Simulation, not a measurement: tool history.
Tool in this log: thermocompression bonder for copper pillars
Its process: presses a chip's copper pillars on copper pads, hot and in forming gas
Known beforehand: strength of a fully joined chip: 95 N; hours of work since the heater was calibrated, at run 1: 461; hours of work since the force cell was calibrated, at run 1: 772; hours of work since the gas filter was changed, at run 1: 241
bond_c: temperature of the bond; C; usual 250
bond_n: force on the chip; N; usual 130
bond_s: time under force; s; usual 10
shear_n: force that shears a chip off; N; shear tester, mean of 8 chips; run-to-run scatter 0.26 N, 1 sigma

| run | hour | bond_c | bond_n | bond_s | hours of work since the heater was calibrated | hours of work since the force cell was calibrated | hours of work since the gas filter was changed | shear_n |
|---|---|---|---|---|---|---|---|---|
| 1 | 0.0 | 250 | 130 | 10 | 461 | 772 | 241 | 44.0 |
| 2 | 15.3 | 250 | 130 | 25 | 471 | 782 | 251 | 58.9 |
| 3 | 36.5 | 250 | 130 | 25 | 485 | 796 | 265 | 59.3 |
| 4 | 49.5 | 250 | 130 | 25 | 494 | 805 | 274 | 58.7 |
| 5 | 71.4 | 250 | 130 | 25 | 508 | 820 | 288 | 58.3 |
| 6 | 82.4 | 250 | 130 | 10 | 516 | 827 | 296 | 43.9 |
| 7 | 96.9 | 250 | 130 | 10 | 525 | 837 | 305 | 43.0 |
| 8 | 113.3 | 250 | 110 | 10 | 536 | 847 | 316 | 37.4 |
| 9 | 130.7 | 250 | 110 | 11 | 548 | 859 | 328 | 38.9 |
| 10 | 140.9 | 250 | 110 | 11 | 554 | 866 | 334 | 38.6 |
| 11 | 159.8 | 236 | 110 | 11 | 567 | 878 | 347 | 31.8 |
|  | 174.4 | forming gas filter changed |
| 12 | 181.8 | 250 | 130 | 10 | 581 | 892 | 5 | 45.9 |
| 13 | 193.9 | 250 | 130 | 10 | 589 | 901 | 13 | 45.7 |
| 14 | 215.2 | 270 | 106 | 16 | 603 | 915 | 27 | 56.2 |
| 15 | 225.5 | 250 | 130 | 26 | 610 | 921 | 34 | 61.9 |
| 16 | 242.1 | 220 | 133 | 10 | 621 | 932 | 45 | 31.3 |
|  | 246.0 | heater calibrated with a thermocouple chip |
| 17 | 257.6 | 241 | 116 | 10 | 8 | 941 | 54 | 37.3 |
| 18 | 270.5 | 220 | 131 | 10 | 16 | 950 | 62 | 30.7 |
|  | 275.3 | force cell calibrated |
| 19 | 284.3 | 231 | 127 | 19 | 24 | 6 | 71 | 47.9 |
| 20 | 294.2 | 233 | 127 | 15 | 31 | 12 | 77 | 45.1 |
| 21 | 303.6 | 248 | 130 | 27 | 37 | 19 | 83 | 65.3 |
| 22 | 323.0 | 261 | 129 | 5 | 50 | 32 | 96 | 43.4 |
| 23 | 339.2 | 250 | 80 | 9 | 61 | 42 | 107 | 30.1 |
| 24 | 353.0 | 268 | 84 | 10 | 70 | 51 | 116 | 41.2 |

The same runs without the tool's hidden state, with the same run-to-run variation:
Hidden state at play: true temperature of the bond over the reading, C; force that reaches the chip, % of what is set; oxide that the forming gas leaves, % of the face; drift of the gauge itself on shear_n, %.
| run | shear_n |
|---|---|
| 1 | 47.6 |
| 2 | 63.4 |
| 3 | 64.0 |
| 4 | 63.5 |
| 5 | 63.3 |
| 6 | 48.0 |
| 7 | 47.2 |
| 8 | 41.2 |
| 9 | 42.9 |
| 10 | 42.6 |
| 11 | 35.3 |
| 12 | 47.8 |
| 13 | 47.7 |
| 14 | 58.6 |
| 15 | 64.3 |
| 16 | 32.8 |
| 17 | 38.9 |
| 18 | 31.9 |
| 19 | 46.3 |
| 20 | 43.5 |
| 21 | 64.1 |
| 22 | 42.3 |
| 23 | 29.1 |
| 24 | 40.3 |
